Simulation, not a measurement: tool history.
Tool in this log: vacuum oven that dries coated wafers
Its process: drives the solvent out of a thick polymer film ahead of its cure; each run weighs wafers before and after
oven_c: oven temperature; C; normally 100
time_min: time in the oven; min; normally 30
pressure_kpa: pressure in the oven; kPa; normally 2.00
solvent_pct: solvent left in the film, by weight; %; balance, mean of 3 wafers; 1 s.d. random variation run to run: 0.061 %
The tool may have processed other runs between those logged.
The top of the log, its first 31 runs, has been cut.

run    hour  oven_c  time_min  pressure_kpa  solvent_pct
 32  1583.6      85        37          2.20         7.66
 33  1618.8      85        37          2.20         7.70
 34  1654.2     100        22          2.00         5.74
 35  1699.2     108        17          2.00         4.52
 36  1738.0     110        31          2.00         2.14
 37  1787.3     100        30          7.72         6.81
     1820.1  -- oven's thermocouples calibrated
 38  1852.7     100        38          1.61         2.85
 39  1914.2     100        38          1.61         2.90
 40  1958.0      91        16          2.00         9.25
 41  1994.2     100        43          1.96         2.66
 42  2031.4     100        43          1.96         2.70
 43  2085.0     100        30          2.00         3.84
 44  2152.7     100        30          2.00         4.02
 45  2207.0      94        19          1.59         7.54
     2227.7  -- vacuum gauge cleaned of residue and calibrated
 46  2258.6      86        16          3.74        10.50
 47  2319.3      86        16          3.74        10.51
 48  2371.0      86        16          3.74        10.55

Below are 3 alternative next runs, each starting from the tool's condition after run 48. Predict each:
  A  2445.3      86        23          4.98            ?
  B  2445.3      96        24          4.45            ?
  C  2445.3     115        16          3.74            ?

run  solvent_pct
  A         9.92
  B         6.67
  C         3.39
Had the tool no hidden state, the same runs would have come out as:
run  solvent_pct
  A         9.65
  B         6.40
  C         3.19
